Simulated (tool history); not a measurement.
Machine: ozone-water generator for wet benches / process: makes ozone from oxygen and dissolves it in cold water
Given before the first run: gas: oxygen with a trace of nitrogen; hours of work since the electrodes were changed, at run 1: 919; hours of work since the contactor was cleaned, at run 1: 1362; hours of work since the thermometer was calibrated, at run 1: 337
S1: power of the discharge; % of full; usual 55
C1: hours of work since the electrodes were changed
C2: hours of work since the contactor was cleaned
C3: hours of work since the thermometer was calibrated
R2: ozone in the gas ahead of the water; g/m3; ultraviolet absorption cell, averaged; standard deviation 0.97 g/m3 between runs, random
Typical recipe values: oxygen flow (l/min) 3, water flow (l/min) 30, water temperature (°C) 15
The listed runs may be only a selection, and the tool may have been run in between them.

{"run": 1, "day": 0.0, "S1": 55, "oxygen flow (l/min)": 3, "water flow (l/min)": 30, "water temperature (°C)": 15, "C1": 919, "C2": 1362, "C3": 337, "dissolved ozone (ppm)": 9.6, "R2": 168.5}
{"run": 2, "day": 1.246, "S1": 55, "oxygen flow (l/min)": 3, "water flow (l/min)": 30, "water temperature (°C)": 15, "C1": 941, "C2": 1384, "C3": 359, "dissolved ozone (ppm)": 9.6, "R2": 167.1}
{"run": 3, "day": 2.0, "S1": 55, "oxygen flow (l/min)": 3, "water flow (l/min)": 30, "water temperature (°C)": 15, "C1": 954, "C2": 1397, "C3": 373, "dissolved ozone (ppm)": 9.5, "R2": 166.2}
{"run": 4, "day": 2.558, "S1": 55, "oxygen flow (l/min)": 3, "water flow (l/min)": 30, "water temperature (°C)": 15, "C1": 964, "C2": 1407, "C3": 382, "dissolved ozone (ppm)": 9.6, "R2": 165.7}
{"run": 5, "day": 3.458, "S1": 55, "oxygen flow (l/min)": 3, "water flow (l/min)": 30, "water temperature (°C)": 15, "C1": 980, "C2": 1423, "C3": 399, "dissolved ozone (ppm)": 9.5, "R2": 165.7}
{"run": 6, "day": 4.383, "S1": 55, "oxygen flow (l/min)": 1.89, "water flow (l/min)": 30, "water temperature (°C)": 15, "C1": 997, "C2": 1440, "C3": 415, "dissolved ozone (ppm)": 8.1, "R2": 199.6}
{"run": 7, "day": 5.358, "S1": 55, "oxygen flow (l/min)": 1.89, "water flow (l/min)": 30, "water temperature (°C)": 15, "C1": 1014, "C2": 1457, "C3": 432, "dissolved ozone (ppm)": 8, "R2": 198.8}
{"run": 8, "day": 6.554, "S1": 55, "oxygen flow (l/min)": 1.89, "water flow (l/min)": 30, "water temperature (°C)": 15, "C1": 1036, "C2": 1479, "C3": 454, "dissolved ozone (ppm)": 7.9, "R2": 199.5}
{"run": 9, "day": 7.567, "S1": 55, "oxygen flow (l/min)": 1.89, "water flow (l/min)": 30, "water temperature (°C)": 15, "C1": 1054, "C2": 1497, "C3": 472, "dissolved ozone (ppm)": 7.9, "R2": 198.7}
{"run": 10, "day": 8.771, "S1": 55, "oxygen flow (l/min)": 1.89, "water flow (l/min)": 30, "water temperature (°C)": 15, "C1": 1075, "C2": 1518, "C3": 493, "dissolved ozone (ppm)": 7.9, "R2": 197}
{"run": 11, "day": 9.304, "S1": 55, "oxygen flow (l/min)": 1.89, "water flow (l/min)": 30, "water temperature (°C)": 15, "C1": 1085, "C2": 1528, "C3": 503, "dissolved ozone (ppm)": 7.8, "R2": 199.4}
{"run": 12, "day": 9.933, "S1": 91, "oxygen flow (l/min)": 3, "water flow (l/min)": 30, "water temperature (°C)": 15, "C1": 1096, "C2": 1539, "C3": 514, "dissolved ozone (ppm)": 12.8, "R2": 219.7}
{"run": 13, "day": 10.633, "S1": 91, "oxygen flow (l/min)": 3, "water flow (l/min)": 30, "water temperature (°C)": 15, "C1": 1108, "C2": 1551, "C3": 526, "dissolved ozone (ppm)": 12.8, "R2": 220.6}
{"run": 14, "day": 11.638, "S1": 55, "oxygen flow (l/min)": 2.53, "water flow (l/min)": 19, "water temperature (°C)": 8, "C1": 1126, "C2": 1569, "C3": 544, "dissolved ozone (ppm)": 15.7, "R2": 175.4}
{"run": 15, "day": 12.388, "S1": 55, "oxygen flow (l/min)": 2.53, "water flow (l/min)": 19, "water temperature (°C)": 8, "C1": 1140, "C2": 1583, "C3": 558, "dissolved ozone (ppm)": 15.4, "R2": 174.2}
{"run": 16, "day": 13.242, "S1": 55, "oxygen flow (l/min)": 2.53, "water flow (l/min)": 19, "water temperature (°C)": 8, "C1": 1155, "C2": 1598, "C3": 573, "dissolved ozone (ppm)": 15.5, "R2": 176.3}
{"run": 17, "day": 14.492, "S1": 41, "oxygen flow (l/min)": 3.73, "water flow (l/min)": 20, "water temperature (°C)": 8, "C1": 1177, "C2": 1620, "C3": 595, "dissolved ozone (ppm)": 14.2, "R2": 126.5}
{"run": 18, "day": 15.142, "S1": 41, "oxygen flow (l/min)": 3.73, "water flow (l/min)": 20, "water temperature (°C)": 8, "C1": 1189, "C2": 1632, "C3": 607, "dissolved ozone (ppm)": 14.4, "R2": 127.7}
{"run": 19, "day": 15.888, "S1": 81, "oxygen flow (l/min)": 3.73, "water flow (l/min)": 20, "water temperature (°C)": 11, "C1": 1202, "C2": 1645, "C3": 620, "dissolved ozone (ppm)": 20.4, "R2": 185.5}

The next listed run, before its measurement:
{"run": 20, "day": 16.608, "S1": 81, "oxygen flow (l/min)": 3.73, "water flow (l/min)": 20, "water temperature (°C)": 11, "C1": 1215, "C2": 1658, "C3": 633, "dissolved ozone (ppm)": "?", "R2": "?"}

dissolved ozone (ppm): 20
R2: 186.7 g/m3
If the tool had no hidden condition, the same run with the same run-to-run variation would have returned dissolved ozone (ppm) 20.1, R2 189.5 g/m3.

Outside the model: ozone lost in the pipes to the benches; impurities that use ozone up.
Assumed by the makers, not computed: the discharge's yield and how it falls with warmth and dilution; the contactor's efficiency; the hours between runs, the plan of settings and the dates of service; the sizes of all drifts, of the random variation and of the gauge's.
